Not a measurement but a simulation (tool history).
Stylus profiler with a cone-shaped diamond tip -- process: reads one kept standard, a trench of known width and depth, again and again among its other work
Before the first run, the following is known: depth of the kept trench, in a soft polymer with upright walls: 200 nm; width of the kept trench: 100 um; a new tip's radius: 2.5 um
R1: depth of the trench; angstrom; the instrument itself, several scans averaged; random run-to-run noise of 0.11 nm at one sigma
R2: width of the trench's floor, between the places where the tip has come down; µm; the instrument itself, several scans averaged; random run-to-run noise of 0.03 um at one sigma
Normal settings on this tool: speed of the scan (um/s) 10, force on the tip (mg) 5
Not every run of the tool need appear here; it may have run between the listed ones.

{"run": 1, "day": 0.0, "speed of the scan (um/s)": 10, "force on the tip (mg)": 5, "R1": 2047.1, "R2": 97.01}
{"run": 2, "day": 5.392, "speed of the scan (um/s)": 10, "force on the tip (mg)": 5, "R1": 2047.8, "R2": 97.02}
{"run": 3, "day": 9.525, "speed of the scan (um/s)": 10, "force on the tip (mg)": 5, "R1": 2049.2, "R2": 96.97}
{"run": 4, "day": 12.388, "speed of the scan (um/s)": 10, "force on the tip (mg)": 5, "R1": 2048.3, "R2": 96.98}
{"run": 5, "day": 16.638, "speed of the scan (um/s)": 10, "force on the tip (mg)": 5, "R1": 2048.4, "R2": 96.89}
{"run": 6, "day": 19.567, "speed of the scan (um/s)": 10, "force on the tip (mg)": 5, "R1": 2049.8, "R2": 96.92}
{"run": 7, "day": 23.546, "speed of the scan (um/s)": 10, "force on the tip (mg)": 6.41, "R1": 2055.5, "R2": 96.89}
{"run": 8, "day": 25.85, "speed of the scan (um/s)": 10, "force on the tip (mg)": 6.41, "R1": 2058.2, "R2": 96.85}
{"run": 9, "day": 28.446, "speed of the scan (um/s)": 10, "force on the tip (mg)": 6.41, "R1": 2058, "R2": 96.85}
{"run": 10, "day": 33.338, "speed of the scan (um/s)": 10, "force on the tip (mg)": 6.41, "R1": 2060.1, "R2": 96.79}
{"run": 11, "day": 36.804, "speed of the scan (um/s)": 10, "force on the tip (mg)": 6.41, "R1": 2059, "R2": 96.79}
{"run": 12, "day": 39.896, "speed of the scan (um/s)": 10, "force on the tip (mg)": 6.41, "R1": 2061, "R2": 96.79}
{"run": 13, "day": 42.921, "speed of the scan (um/s)": 10, "force on the tip (mg)": 6.41, "R1": 2061.3, "R2": 96.75}
{"run": 14, "day": 46.925, "speed of the scan (um/s)": 10, "force on the tip (mg)": 3.43, "R1": 2043.4, "R2": 96.75}
{"run": 15, "day": 51.8, "speed of the scan (um/s)": 11, "force on the tip (mg)": 5, "R1": 2054.8, "R2": 96.72}
{"run": 16, "day": 55.338, "speed of the scan (um/s)": 11, "force on the tip (mg)": 5, "R1": 2054.9, "R2": 96.61}
{"run": 17, "day": 59.35, "speed of the scan (um/s)": 10, "force on the tip (mg)": 5.44, "R1": 2056, "R2": 96.69}
{"run": 18, "day": 64.717, "speed of the scan (um/s)": 10, "force on the tip (mg)": 5.44, "R1": 2059.1, "R2": 96.64}
{"day": 65.267, "done": "new tip fitted, height scale calibrated"}
{"run": 19, "day": 67.358, "speed of the scan (um/s)": 10, "force on the tip (mg)": 5.44, "R1": 2046.8, "R2": 97.97}
{"run": 20, "day": 72.433, "speed of the scan (um/s)": 14, "force on the tip (mg)": 4.84, "R1": 2044.5, "R2": 97.91}
{"run": 21, "day": 75.754, "speed of the scan (um/s)": 5, "force on the tip (mg)": 12.62, "R1": 2083.2, "R2": 97.93}
{"run": 22, "day": 81.129, "speed of the scan (um/s)": 5, "force on the tip (mg)": 5, "R1": 2046.6, "R2": 97.91}
{"run": 23, "day": 83.967, "speed of the scan (um/s)": 4, "force on the tip (mg)": 13.56, "R1": 2089.9, "R2": 97.87}
{"run": 24, "day": 87.642, "speed of the scan (um/s)": 39, "force on the tip (mg)": 6.48, "R1": 2056.5, "R2": 97.7}
{"run": 25, "day": 90.421, "speed of the scan (um/s)": 39, "force on the tip (mg)": 6.48, "R1": 2057.1, "R2": 97.63}
{"run": 26, "day": 92.725, "speed of the scan (um/s)": 19, "force on the tip (mg)": 2.46, "R1": 2032.7, "R2": 97.75}
{"run": 27, "day": 97.171, "speed of the scan (um/s)": 25, "force on the tip (mg)": 3.86, "R1": 2044.2, "R2": 97.6}
{"run": 28, "day": 99.533, "speed of the scan (um/s)": 7, "force on the tip (mg)": 3.86, "R1": 2041.3, "R2": 97.7}
{"run": 29, "day": 103.854, "speed of the scan (um/s)": 7, "force on the tip (mg)": 3.86, "R1": 2044.9, "R2": 97.58}
{"run": 30, "day": 109.154, "speed of the scan (um/s)": 6, "force on the tip (mg)": 4.72, "R1": 2049.3, "R2": 97.64}
{"run": 31, "day": 113.821, "speed of the scan (um/s)": 6, "force on the tip (mg)": 4.72, "R1": 2047.8, "R2": 97.57}
{"run": 32, "day": 118.562, "speed of the scan (um/s)": 16, "force on the tip (mg)": 13.36, "R1": 2092.2, "R2": 97.56}
{"run": 33, "day": 121.467, "speed of the scan (um/s)": 4, "force on the tip (mg)": 7.6, "R1": 2064.1, "R2": 97.57}
{"run": 34, "day": 125.383, "speed of the scan (um/s)": 21, "force on the tip (mg)": 5.6, "R1": 2056.9, "R2": 97.48}
{"run": 35, "day": 128.275, "speed of the scan (um/s)": 3, "force on the tip (mg)": 2.11, "R1": 2035.4, "R2": 97.45}
{"run": 36, "day": 131.921, "speed of the scan (um/s)": 31, "force on the tip (mg)": 3.39, "R1": 2044.3, "R2": 97.35}

What will run 37 give?
{"run": 37, "day": 134.712, "speed of the scan (um/s)": 31, "force on the tip (mg)": 3.39, "R1": "?", "R2": "?"}

R1: 2045.3 angstrom
R2: 97.29 µm
Take away the tool's hidden state, keep the run-to-run variation as it was, and the same run would have given R1 2034.3 angstrom, R2 97.88 µm.

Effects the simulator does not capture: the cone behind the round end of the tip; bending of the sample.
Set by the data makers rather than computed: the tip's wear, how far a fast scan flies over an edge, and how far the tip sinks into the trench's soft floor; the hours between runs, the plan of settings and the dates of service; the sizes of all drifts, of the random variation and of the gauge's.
